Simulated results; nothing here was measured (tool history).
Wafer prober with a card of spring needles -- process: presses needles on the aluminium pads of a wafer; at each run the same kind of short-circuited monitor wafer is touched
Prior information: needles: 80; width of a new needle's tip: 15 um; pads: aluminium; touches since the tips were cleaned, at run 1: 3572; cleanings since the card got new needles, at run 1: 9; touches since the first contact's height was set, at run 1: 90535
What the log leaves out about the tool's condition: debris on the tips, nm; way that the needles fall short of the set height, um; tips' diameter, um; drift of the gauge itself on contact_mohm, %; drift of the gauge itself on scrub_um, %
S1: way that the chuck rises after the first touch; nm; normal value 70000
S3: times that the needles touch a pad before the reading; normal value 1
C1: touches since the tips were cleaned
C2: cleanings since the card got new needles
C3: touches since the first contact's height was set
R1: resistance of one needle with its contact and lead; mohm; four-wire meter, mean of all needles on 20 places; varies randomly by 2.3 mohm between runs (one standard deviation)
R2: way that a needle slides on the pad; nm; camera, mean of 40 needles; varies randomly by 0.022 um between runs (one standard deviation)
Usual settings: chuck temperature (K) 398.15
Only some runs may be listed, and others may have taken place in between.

Run 1, hour 0: usual settings; C1 3572; C2 9; C3 90535. Result: R1 311 mohm, R2 19310 nm.
At hour 20.6: tips cleaned on abrasive film.
Run 2, hour 40.4: usual settings; C1 5438; C2 10; C3 101606. Result: R1 316 mohm, R2 19280 nm.
At hour 53.5: tips cleaned on abrasive film.
At hour 86.9: tips cleaned on abrasive film.
Run 3, hour 92.8: usual settings; C1 1638; C2 12; C3 115955. Result: R1 298 mohm, R2 19240 nm.
At hour 122.3: tips cleaned on abrasive film.
Run 4, hour 148.3: usual settings; C1 7156; C2 13; C3 131167. Result: R1 327 mohm, R2 19240 nm.
At hour 154.1: tips cleaned on abrasive film.
At hour 188.5: tips cleaned on abrasive film.
Run 5, hour 195.6: usual settings but S3 3; C1 1939; C2 15; C3 144096. Result: R1 280 mohm, R2 19190 nm.
At hour 223.7: tips cleaned on abrasive film.
Run 6, hour 235.3: usual settings but S3 3; C1 3162; C2 16; C3 154966. Result: R1 286 mohm, R2 19170 nm.
At hour 257.5: tips cleaned on abrasive film.
Run 7, hour 265.6: usual settings but S3 3; C1 2228; C2 17; C3 163273. Result: R1 277 mohm, R2 19160 nm.
At hour 288.1: tips cleaned on abrasive film.
At hour 317.1: height of the first contact set anew.
At hour 322.9: tips cleaned on abrasive film.
Run 8, hour 325.6: usual settings; C1 757; C2 19; C3 2315. Result: R1 286 mohm, R2 18930 nm.
At hour 356.4: tips cleaned on abrasive film.
Run 9, hour 363.9: usual settings; C1 2045; C2 20; C3 12799. Result: R1 295 mohm, R2 18930 nm.
At hour 389.4: tips cleaned on abrasive film.
Run 10, hour 419.7: usual settings; C1 8313; C2 21; C3 28106. Result: R1 327 mohm, R2 18930 nm.
At hour 425: tips cleaned on abrasive film.
At hour 456.1: tips cleaned on abrasive film.
Run 11, hour 468.7: usual settings; C1 3472; C2 23; C3 41515. Result: R1 314 mohm, R2 18880 nm.
At hour 487.6: tips cleaned on abrasive film.
At hour 495.3: height of the first contact set anew, once more.
Run 12, hour 507.4: usual settings; C1 5378; C2 24; C3 3335. Result: R1 318 mohm, R2 19530 nm.
At hour 522.3: tips cleaned on abrasive film.
At hour 557.5: tips cleaned on abrasive film.
Run 13, hour 566.4: usual settings; C1 2440; C2 26; C3 19481. Result: R1 302 mohm, R2 19480 nm.
At hour 590.1: tips cleaned on abrasive film.
Run 14, hour 596.3: usual settings; C1 1716; C2 27; C3 27660. Result: R1 300 mohm, R2 19470 nm.
At hour 623.9: tips cleaned on abrasive film.
Run 15, hour 643.2: usual settings but S3 2; C1 5289; C2 28; C3 40509. Result: R1 297 mohm, R2 19450 nm.
At hour 654.8: tips cleaned on abrasive film.
At hour 685.4: tips cleaned on abrasive film.
Run 16, hour 687.9: usual settings but S3 2; C1 678; C2 30; C3 52739. Result: R1 273 mohm, R2 19350 nm.
At hour 715.9: tips cleaned on abrasive film.
Run 17, hour 742: usual settings but S1 80000 nm, chuck temperature (K) 397.15; C1 7153; C2 31; C3 67570. Result: R1 309 mohm, R2 22180 nm.
At hour 750.2: tips cleaned on abrasive film.
At hour 782.9: tips cleaned on abrasive film.
Run 18, hour 786.1: usual settings but chuck temperature (K) 359.15, S3 2; C1 893; C2 33; C3 79644. Result: R1 270 mohm, R2 19300 nm.
At hour 817.9: tips cleaned on abrasive film.
Run 19, hour 821: usual settings but S1 75000 nm, chuck temperature (K) 335.15, S3 2; C1 831; C2 34; C3 89180. Result: R1 258 mohm, R2 20690 nm.
At hour 852.3: tips cleaned on abrasive film.
Run 20, hour 852.3: usual settings but S1 75000 nm, chuck temperature (K) 335.15, S3 2; C1 0; C2 35; C3 97761. Result: R1 248 mohm, R2 20670 nm.
Run 21, hour 877: usual settings but S1 63000 nm, chuck temperature (K) 302.15, S3 2; C1 6790; C2 35; C3 104551. Result: R1 292 mohm, R2 17300 nm.
At hour 885.7: tips cleaned on abrasive film.
At hour 919: tips cleaned on abrasive film.
Run 22, hour 919: usual settings but S1 58000 nm, chuck temperature (K) 304.15; C1 0; C2 37; C3 116026. Result: R1 252 mohm, R2 15890 nm.
At hour 952.5: tips cleaned on abrasive film.
Run 23, hour 956.7: usual settings but S1 58000 nm, chuck temperature (K) 304.15; C1 1142; C2 38; C3 126356. Result: R1 286 mohm, R2 15860 nm.
At hour 984: tips cleaned on abrasive film.
At hour 1015: tips cleaned on abrasive film.
Run 24, hour 1015: usual settings but S1 58000 nm, chuck temperature (K) 304.15; C1 0; C2 40; C3 142334. Result: R1 254 mohm, R2 15810 nm.
Run 25, hour 1044.3: usual settings but S1 56000 nm; C1 8036; C2 40; C3 150370. Result: R1 366 mohm, R2 15250 nm.
At hour 1049.6: tips cleaned on abrasive film.
Run 26, hour 1078.1: usual settings but S1 58000 nm, chuck temperature (K) 326.15; C1 7820; C2 41; C3 159622. Result: R1 353 mohm, R2 15790 nm.
At hour 1083.9: tips cleaned on abrasive film.
At hour 1117.3: tips cleaned on abrasive film.
Run 27, hour 1119: usual settings but S1 58000 nm, chuck temperature (K) 394.15; C1 454; C2 43; C3 170800. Result: R1 288 mohm, R2 15710 nm.
At hour 1145.6: height of the first contact set anew.
At hour 1150.5: tips cleaned on abrasive film.
Run 28, hour 1163: usual settings but S1 58000 nm, chuck temperature (K) 394.15; C1 3432; C2 44; C3 4755. Result: R1 336 mohm, R2 16170 nm.
At hour 1184.1: tips cleaned on abrasive film.
Run 29, hour 1195.4: usual settings but S1 73000 nm, chuck temperature (K) 301.15; C1 3127; C2 45; C3 13648. Result: R1 287 mohm, R2 20300 nm.
At hour 1214.5: tips cleaned on abrasive film.
At hour 1245.7: tips cleaned on abrasive film.
Run 30, hour 1248.4: usual settings but S1 73000 nm, chuck temperature (K) 301.15; C1 744; C2 47; C3 28138. Result: R1 265 mohm, R2 20270 nm.
At hour 1278.2: tips cleaned on abrasive film.
Run 31, hour 1281.2: usual settings but S1 73000 nm, chuck temperature (K) 301.15; C1 830; C2 48; C3 37118. Result: R1 263 mohm, R2 20310 nm.
At hour 1310.3: tips cleaned on abrasive film.
Run 32, hour 1327.9: usual settings but S1 80000 nm, chuck temperature (K) 301.15, S3 2; C1 4822; C2 49; C3 49922. Result: R1 272 mohm, R2 22180 nm.

Here are 3 independent what-if runs from the current tool condition. What would each one return?
At hour 1341: tips cleaned on abrasive film.
Run A, hour 1363.6: usual settings but S1 69000 nm, chuck temperature (K) 301.15, S3 2; C1 6205; C2 50; C3 59690. Result: R1 ?, R2 ?.
At hour 1341: tips cleaned on abrasive film.
Run B, hour 1363.6: usual settings but chuck temperature (K) 312.15; C1 6205; C2 50; C3 59690. Result: R1 ?, R2 ?.
At hour 1341: tips cleaned on abrasive film.
Run C, hour 1363.6: usual settings but S1 84000 nm, chuck temperature (K) 301.15, S3 2; C1 6205; C2 50; C3 59690. Result: R1 ?, R2 ?.

run   R1     R2
  A  285  19100
  B  312  19380
  C  270  23300
Without the tool's unlogged condition, the same runs would have read:
run   R1     R2
  A  238  19250
  B  238  19530
  C  236  23450
